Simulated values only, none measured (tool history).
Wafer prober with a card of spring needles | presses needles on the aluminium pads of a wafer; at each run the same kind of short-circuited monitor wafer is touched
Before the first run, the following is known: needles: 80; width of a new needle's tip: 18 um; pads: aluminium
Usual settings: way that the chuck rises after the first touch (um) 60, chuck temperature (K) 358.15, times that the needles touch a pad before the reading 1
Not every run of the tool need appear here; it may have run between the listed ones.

| run | day | way that the chuck rises after the first touch (um) | chuck temperature (K) | times that the needles touch a pad before the reading | resistance of one needle with its contact and lead (mohm) | way that a needle slides on the pad (um) |
|---|---|---|---|---|---|---|
| 1 | 0 | 60 | 358.15 | 1 | 177 | 14.81 |
| 2 | 0.296 | 60 | 358.15 | 1 | 177 | 14.78 |
|  | 0.508 | tips cleaned on abrasive film |
| 3 | 0.708 | 60 | 358.15 | 1 | 177 | 14.74 |
|  | 1.054 | tips cleaned on abrasive film |
| 4 | 1.054 | 60 | 358.15 | 1 | 178 | 14.71 |
| 5 | 1.292 | 60 | 358.15 | 1 | 176 | 14.72 |
|  | 1.608 | tips cleaned on abrasive film |
| 6 | 1.779 | 60 | 358.15 | 1 | 175 | 14.69 |
| 7 | 2.138 | 60 | 358.15 | 1 | 177 | 14.67 |
|  | 2.175 | tips cleaned on abrasive film |
| 8 | 2.612 | 60 | 358.15 | 1 | 184 | 14.62 |
|  | 2.746 | tips cleaned on abrasive film |
| 9 | 2.892 | 60 | 358.15 | 1 | 177 | 14.59 |
| 10 | 3.175 | 60 | 358.15 | 1 | 179 | 14.62 |
|  | 3.288 | tips cleaned on abrasive film |
| 11 | 3.675 | 60 | 358.15 | 1 | 174 | 14.54 |
|  | 3.821 | tips cleaned on abrasive film |
| 12 | 3.95 | 60 | 358.15 | 1 | 178 | 14.55 |
| 13 | 4.271 | 48 | 358.15 | 1 | 183 | 11.62 |
|  | 4.358 | tips cleaned on abrasive film |
| 14 | 4.604 | 60 | 348.15 | 1 | 174 | 14.5 |
|  | 4.912 | tips cleaned on abrasive film |
| 15 | 4.942 | 58 | 348.15 | 1 | 176 | 13.98 |
| 16 | 5.317 | 58 | 348.15 | 1 | 177 | 13.97 |
|  | 5.454 | tips cleaned on abrasive film |
| 17 | 5.762 | 58 | 348.15 | 1 | 176 | 13.96 |
|  | 5.933 | gauge calibrated |
|  | 6.017 | tips cleaned on abrasive film |
| 18 | 6.142 | 68 | 307.15 | 2 | 166 | 16.78 |
| 19 | 6.433 | 68 | 307.15 | 3 | 166 | 16.74 |
|  | 6.554 | tips cleaned on abrasive film |
|  | 6.742 | height of the first contact set anew |
| 20 | 6.783 | 68 | 307.15 | 3 | 163 | 16.73 |
| 21 | 7.062 | 73 | 307.15 | 1 | 161 | 17.93 |
|  | 7.117 | tips cleaned on abrasive film |
| 22 | 7.383 | 60 | 303.15 | 2 | 169 | 14.71 |
|  | 7.658 | tips cleaned on abrasive film |
| 23 | 7.771 | 60 | 303.15 | 2 | 167 | 14.69 |
|  | 8.2 | tips cleaned on abrasive film |
| 24 | 8.329 | 60 | 341.15 | 2 | 170 | 14.65 |
| 25 | 8.558 | 63 | 312.15 | 1 | 165 | 15.34 |
|  | 8.754 | tips cleaned on abrasive film |
| 26 | 8.983 | 74 | 321.15 | 1 | 164 | 18 |
|  | 9.308 | tips cleaned on abrasive film |
| 27 | 9.533 | 60 | 312.15 | 3 | 168 | 14.57 |
|  | 9.842 | tips cleaned on abrasive film |
| 28 | 10.033 | 60 | 312.15 | 3 | 168 | 14.52 |
|  | 10.412 | tips cleaned on abrasive film |
| 29 | 10.467 | 50 | 333.15 | 3 | 177 | 12.1 |
| 30 | 10.796 | 40 | 324.15 | 1 | 182 | 9.66 |
|  | 10.979 | tips cleaned on abrasive film |
| 31 | 11.275 | 40 | 324.15 | 1 | 183 | 9.63 |
|  | 11.529 | tips cleaned on abrasive film |
| 32 | 11.696 | 44 | 358.15 | 1 | 185 | 10.58 |
| 33 | 12.042 | 72 | 305.15 | 2 | 167 | 17.27 |

3 options for the next run, each taken on its own from the tool as it stands now. Forecast them:
|  | 12.075 | tips cleaned on abrasive film |
| A | 12.35 | 56 | 305.15 | 3 | ? | ? |
|  | 12.075 | tips cleaned on abrasive film |
| B | 12.35 | 42 | 358.15 | 1 | ? | ? |
|  | 12.075 | tips cleaned on abrasive film |
| C | 12.35 | 60 | 317.15 | 2 | ? | ? |

| run | resistance of one needle with its contact and lead (mohm) | way that a needle slides on the pad (um) |
|---|---|---|
| A | 168 | 13.42 |
| B | 186 | 10.04 |
| C | 171 | 14.38 |
With no hidden state in the tool, these same runs would have given:
| run | resistance of one needle with its contact and lead (mohm) | way that a needle slides on the pad (um) |
|---|---|---|
| A | 168 | 13.83 |
| B | 186 | 10.35 |
| C | 171 | 14.82 |

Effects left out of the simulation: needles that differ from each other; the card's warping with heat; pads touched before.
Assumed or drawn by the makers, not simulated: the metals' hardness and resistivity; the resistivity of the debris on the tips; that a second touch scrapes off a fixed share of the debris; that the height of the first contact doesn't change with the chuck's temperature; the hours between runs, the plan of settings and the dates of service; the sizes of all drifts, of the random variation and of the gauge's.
